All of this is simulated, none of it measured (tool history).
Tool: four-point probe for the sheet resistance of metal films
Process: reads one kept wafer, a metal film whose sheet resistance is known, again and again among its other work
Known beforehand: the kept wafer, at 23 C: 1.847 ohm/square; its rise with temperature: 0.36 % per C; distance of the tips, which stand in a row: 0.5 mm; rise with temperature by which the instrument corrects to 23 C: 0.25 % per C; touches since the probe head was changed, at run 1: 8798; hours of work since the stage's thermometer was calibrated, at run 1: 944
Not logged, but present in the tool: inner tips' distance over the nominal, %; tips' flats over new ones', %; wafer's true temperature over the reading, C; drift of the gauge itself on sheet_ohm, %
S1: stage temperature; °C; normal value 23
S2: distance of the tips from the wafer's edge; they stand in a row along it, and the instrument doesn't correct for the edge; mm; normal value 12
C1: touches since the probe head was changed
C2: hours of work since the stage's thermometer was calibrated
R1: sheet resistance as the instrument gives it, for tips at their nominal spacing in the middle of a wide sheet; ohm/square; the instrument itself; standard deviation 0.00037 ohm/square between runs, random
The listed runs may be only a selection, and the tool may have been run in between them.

Run 1, hour 0.0: usual settings; C1 8798; C2 944. Result: R1 1.857285 ohm/square.
Run 2, hour 8.7: usual settings but S1 30 °C; C1 9038; C2 949. Result: R1 1.871194 ohm/square.
Run 3, hour 19.0: usual settings but S1 30 °C; C1 9321; C2 955. Result: R1 1.871050 ohm/square.
Run 4, hour 33.4: usual settings; C1 9717; C2 963. Result: R1 1.857873 ohm/square.
Run 5, hour 43.5: usual settings; C1 9996; C2 968. Result: R1 1.857881 ohm/square.
Run 6, hour 53.6: usual settings but S2 60 mm; C1 10274; C2 974. Result: R1 1.856351 ohm/square.
Run 7, hour 63.9: usual settings but S2 60 mm; C1 10557; C2 979. Result: R1 1.855532 ohm/square.
Run 8, hour 71.3: usual settings but S2 60 mm; C1 10761; C2 984. Result: R1 1.855479 ohm/square.
Run 9, hour 82.2: usual settings but S2 60 mm; C1 11059; C2 990. Result: R1 1.856099 ohm/square.
Run 10, hour 89.5: usual settings but S2 60 mm; C1 11262; C2 994. Result: R1 1.855817 ohm/square.
Run 11, hour 100.9: usual settings but S2 60 mm; C1 11575; C2 1000. Result: R1 1.856092 ohm/square.
Run 12, hour 114.7: usual settings but S1 28 °C, S2 60 mm; C1 11955; C2 1008. Result: R1 1.866253 ohm/square.
Run 13, hour 132.4: usual settings but S1 26 °C, S2 60 mm; C1 12442; C2 1017. Result: R1 1.862169 ohm/square.
Run 14, hour 145.4: usual settings but S2 60 mm; C1 12798; C2 1024. Result: R1 1.856305 ohm/square.
Run 15, hour 160.1: usual settings but S1 32 °C, S2 60 mm; C1 13204; C2 1033. Result: R1 1.873966 ohm/square.
Run 16, hour 170.6: usual settings but S1 32 °C, S2 60 mm; C1 13490; C2 1038. Result: R1 1.873761 ohm/square.
Run 17, hour 182.8: usual settings but S1 21 °C, S2 3 mm; C1 13826; C2 1045. Result: R1 1.879487 ohm/square.
Run 18, hour 197.2: usual settings but S2 3 mm; C1 14225; C2 1053. Result: R1 1.884695 ohm/square.
Run 19, hour 204.7: usual settings but S1 18 °C, S2 71 mm; C1 14431; C2 1057. Result: R1 1.846885 ohm/square.
Run 20, hour 216.8: usual settings but S1 27 °C, S2 30 mm; C1 14762; C2 1064. Result: R1 1.864858 ohm/square.
Run 21, hour 224.3: usual settings but S1 27 °C, S2 30 mm; C1 14969; C2 1068. Result: R1 1.864151 ohm/square.
Run 22, hour 232.2: usual settings but S1 20 °C, S2 9 mm; C1 15187; C2 1073. Result: R1 1.854408 ohm/square.
Run 23, hour 246.5: usual settings but S1 33 °C, S2 14 mm; C1 15581; C2 1080. Result: R1 1.877002 ohm/square.
Run 24, hour 263.7: usual settings but S1 30 °C, S2 6 mm; C1 16054; C2 1090. Result: R1 1.876837 ohm/square.
Run 25, hour 280.7: usual settings but S2 6 mm; C1 16521; C2 1099. Result: R1 1.863964 ohm/square.
Run 26, hour 296.5: usual settings but S1 35 °C, S2 14 mm; C1 16954; C2 1108. Result: R1 1.881245 ohm/square.

Forecast run 27:
Run 27, hour 312.4: usual settings but S1 25 °C, S2 38 mm; C1 17393; C2 1117. Result: R1 ?.

{"run 27": {"R1": 1.861658}}
The same run, on a tool lacking any hidden state, would have yielded R1 1.851477 ohm/square.

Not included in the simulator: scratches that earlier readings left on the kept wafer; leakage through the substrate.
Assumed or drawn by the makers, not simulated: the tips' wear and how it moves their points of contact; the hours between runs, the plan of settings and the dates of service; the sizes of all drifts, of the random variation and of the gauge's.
